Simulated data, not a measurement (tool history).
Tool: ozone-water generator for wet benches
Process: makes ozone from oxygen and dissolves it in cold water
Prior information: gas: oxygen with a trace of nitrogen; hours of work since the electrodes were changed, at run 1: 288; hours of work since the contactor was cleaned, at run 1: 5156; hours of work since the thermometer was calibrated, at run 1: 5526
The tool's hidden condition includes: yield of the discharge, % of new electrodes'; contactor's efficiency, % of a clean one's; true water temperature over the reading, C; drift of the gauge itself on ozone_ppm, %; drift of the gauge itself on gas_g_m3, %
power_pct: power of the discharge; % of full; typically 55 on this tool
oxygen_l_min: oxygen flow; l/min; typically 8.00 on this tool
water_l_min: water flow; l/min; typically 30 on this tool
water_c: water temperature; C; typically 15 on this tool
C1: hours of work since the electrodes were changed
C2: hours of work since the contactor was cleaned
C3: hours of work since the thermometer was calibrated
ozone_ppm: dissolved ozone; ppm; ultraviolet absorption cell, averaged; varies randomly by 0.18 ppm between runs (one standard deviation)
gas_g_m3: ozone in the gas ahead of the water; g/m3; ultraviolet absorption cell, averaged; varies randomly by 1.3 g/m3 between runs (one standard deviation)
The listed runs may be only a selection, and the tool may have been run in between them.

{"run": 1, "day": 0.0, "power_pct": 55, "oxygen_l_min": 8.0, "water_l_min": 30, "water_c": 15, "C1": 288, "C2": 5156, "C3": 5526, "ozone_ppm": 24.3, "gas_g_m3": 227.8}
{"run": 2, "day": 1.162, "power_pct": 55, "oxygen_l_min": 8.0, "water_l_min": 30, "water_c": 15, "C1": 312, "C2": 5181, "C3": 5551, "ozone_ppm": 24.0, "gas_g_m3": 228.9}
{"run": 3, "day": 2.596, "power_pct": 55, "oxygen_l_min": 13.67, "water_l_min": 30, "water_c": 15, "C1": 343, "C2": 5211, "C3": 5581, "ozone_ppm": 23.0, "gas_g_m3": 163.1}
{"run": 4, "day": 3.808, "power_pct": 55, "oxygen_l_min": 13.67, "water_l_min": 30, "water_c": 15, "C1": 368, "C2": 5237, "C3": 5607, "ozone_ppm": 22.7, "gas_g_m3": 162.0}
{"run": 5, "day": 4.679, "power_pct": 55, "oxygen_l_min": 8.0, "water_l_min": 41, "water_c": 15, "C1": 387, "C2": 5255, "C3": 5625, "ozone_ppm": 18.2, "gas_g_m3": 229.6}
{"run": 6, "day": 5.525, "power_pct": 55, "oxygen_l_min": 8.0, "water_l_min": 30, "water_c": 8, "C1": 405, "C2": 5273, "C3": 5643, "ozone_ppm": 26.9, "gas_g_m3": 226.7}
{"run": 7, "day": 6.575, "power_pct": 55, "oxygen_l_min": 8.0, "water_l_min": 30, "water_c": 8, "C1": 427, "C2": 5295, "C3": 5665, "ozone_ppm": 26.8, "gas_g_m3": 228.5}
{"run": 8, "day": 7.938, "power_pct": 55, "oxygen_l_min": 8.0, "water_l_min": 30, "water_c": 8, "C1": 456, "C2": 5324, "C3": 5694, "ozone_ppm": 26.3, "gas_g_m3": 228.7}
{"run": 9, "day": 9.292, "power_pct": 55, "oxygen_l_min": 8.0, "water_l_min": 30, "water_c": 8, "C1": 484, "C2": 5353, "C3": 5723, "ozone_ppm": 26.4, "gas_g_m3": 230.0}
{"run": 10, "day": 10.9, "power_pct": 55, "oxygen_l_min": 8.0, "water_l_min": 30, "water_c": 8, "C1": 518, "C2": 5387, "C3": 5757, "ozone_ppm": 26.5, "gas_g_m3": 227.8}
{"day": 11.642, "done": "water thermometer calibrated"}
{"run": 11, "day": 11.779, "power_pct": 55, "oxygen_l_min": 8.0, "water_l_min": 30, "water_c": 8, "C1": 536, "C2": 5405, "C3": 3, "ozone_ppm": 26.3, "gas_g_m3": 227.4}
{"run": 12, "day": 13.133, "power_pct": 55, "oxygen_l_min": 8.0, "water_l_min": 30, "water_c": 8, "C1": 565, "C2": 5434, "C3": 31, "ozone_ppm": 26.2, "gas_g_m3": 226.5}
{"run": 13, "day": 14.571, "power_pct": 55, "oxygen_l_min": 6.79, "water_l_min": 30, "water_c": 8, "C1": 595, "C2": 5464, "C3": 62, "ozone_ppm": 26.3, "gas_g_m3": 251.4}
{"run": 14, "day": 15.8, "power_pct": 55, "oxygen_l_min": 6.79, "water_l_min": 30, "water_c": 8, "C1": 621, "C2": 5490, "C3": 88, "ozone_ppm": 26.5, "gas_g_m3": 252.2}
{"run": 15, "day": 16.983, "power_pct": 55, "oxygen_l_min": 8.0, "water_l_min": 30, "water_c": 9, "C1": 646, "C2": 5515, "C3": 113, "ozone_ppm": 26.0, "gas_g_m3": 227.3}
{"day": 17.175, "done": "water thermometer calibrated, once more"}
{"run": 16, "day": 17.746, "power_pct": 55, "oxygen_l_min": 8.0, "water_l_min": 30, "water_c": 9, "C1": 662, "C2": 5531, "C3": 12, "ozone_ppm": 26.1, "gas_g_m3": 227.8}
{"run": 17, "day": 19.154, "power_pct": 55, "oxygen_l_min": 9.1, "water_l_min": 24, "water_c": 8, "C1": 692, "C2": 5560, "C3": 42, "ozone_ppm": 31.7, "gas_g_m3": 211.0}
{"run": 18, "day": 20.925, "power_pct": 55, "oxygen_l_min": 9.1, "water_l_min": 24, "water_c": 8, "C1": 729, "C2": 5598, "C3": 79, "ozone_ppm": 31.8, "gas_g_m3": 211.5}
{"run": 19, "day": 22.017, "power_pct": 55, "oxygen_l_min": 5.32, "water_l_min": 22, "water_c": 15, "C1": 752, "C2": 5621, "C3": 102, "ozone_ppm": 32.0, "gas_g_m3": 289.7}
{"run": 20, "day": 23.308, "power_pct": 55, "oxygen_l_min": 5.32, "water_l_min": 41, "water_c": 13, "C1": 779, "C2": 5648, "C3": 130, "ozone_ppm": 18.0, "gas_g_m3": 290.2}
{"run": 21, "day": 24.192, "power_pct": 66, "oxygen_l_min": 8.0, "water_l_min": 30, "water_c": 15, "C1": 798, "C2": 5667, "C3": 148, "ozone_ppm": 27.4, "gas_g_m3": 258.0}
{"run": 22, "day": 25.012, "power_pct": 66, "oxygen_l_min": 8.0, "water_l_min": 30, "water_c": 15, "C1": 815, "C2": 5684, "C3": 166, "ozone_ppm": 27.1, "gas_g_m3": 258.8}
{"run": 23, "day": 26.542, "power_pct": 66, "oxygen_l_min": 5.8, "water_l_min": 44, "water_c": 15, "C1": 848, "C2": 5716, "C3": 198, "ozone_ppm": 18.7, "gas_g_m3": 312.6}
{"run": 24, "day": 28.012, "power_pct": 66, "oxygen_l_min": 5.8, "water_l_min": 44, "water_c": 15, "C1": 879, "C2": 5747, "C3": 229, "ozone_ppm": 18.7, "gas_g_m3": 312.9}
{"run": 25, "day": 29.558, "power_pct": 66, "oxygen_l_min": 8.04, "water_l_min": 31, "water_c": 15, "C1": 911, "C2": 5780, "C3": 262, "ozone_ppm": 26.0, "gas_g_m3": 255.9}
{"run": 26, "day": 31.192, "power_pct": 72, "oxygen_l_min": 8.0, "water_l_min": 30, "water_c": 21, "C1": 946, "C2": 5815, "C3": 296, "ozone_ppm": 26.2, "gas_g_m3": 270.8}
{"run": 27, "day": 32.983, "power_pct": 56, "oxygen_l_min": 8.0, "water_l_min": 30, "water_c": 13, "C1": 984, "C2": 5852, "C3": 334, "ozone_ppm": 24.8, "gas_g_m3": 227.3}
{"run": 28, "day": 34.15, "power_pct": 52, "oxygen_l_min": 11.7, "water_l_min": 20, "water_c": 15, "C1": 1008, "C2": 5877, "C3": 359, "ozone_ppm": 28.8, "gas_g_m3": 169.2}
{"run": 29, "day": 35.204, "power_pct": 52, "oxygen_l_min": 11.7, "water_l_min": 20, "water_c": 15, "C1": 1031, "C2": 5899, "C3": 381, "ozone_ppm": 29.0, "gas_g_m3": 171.4}
{"run": 30, "day": 36.217, "power_pct": 66, "oxygen_l_min": 8.0, "water_l_min": 30, "water_c": 11, "C1": 1052, "C2": 5921, "C3": 402, "ozone_ppm": 28.7, "gas_g_m3": 254.5}
{"run": 31, "day": 37.3, "power_pct": 45, "oxygen_l_min": 4.79, "water_l_min": 34, "water_c": 11, "C1": 1075, "C2": 5944, "C3": 425, "ozone_ppm": 18.8, "gas_g_m3": 270.1}
{"run": 32, "day": 38.929, "power_pct": 84, "oxygen_l_min": 6.63, "water_l_min": 48, "water_c": 12, "C1": 1109, "C2": 5978, "C3": 460, "ozone_ppm": 20.8, "gas_g_m3": 337.5}

How the hidden state differs across the entries between the runs, from the last listed run before each to the first after it:
Run 10 -> run 11: water thermometer calibrated (day 11.642)
  yield of the discharge, % of new electrodes': 98.2 -> 98.1; true water temperature over the reading, C: 0.38 -> 0.63
  measured minus no-state result, ozone_ppm: -1.8 -> -1.9 ppm; gas_g_m3: -3.5 -> -3.6 g/m3
Run 15 -> run 16: water thermometer calibrated, once more (day 17.175)
  yield of the discharge, % of new electrodes': 97.9 -> 97.8; true water temperature over the reading, C: 0.64 -> 0.03
  measured minus no-state result, ozone_ppm: -1.9 -> -1.7 ppm; gas_g_m3: -4.1 -> -4.2 g/m3
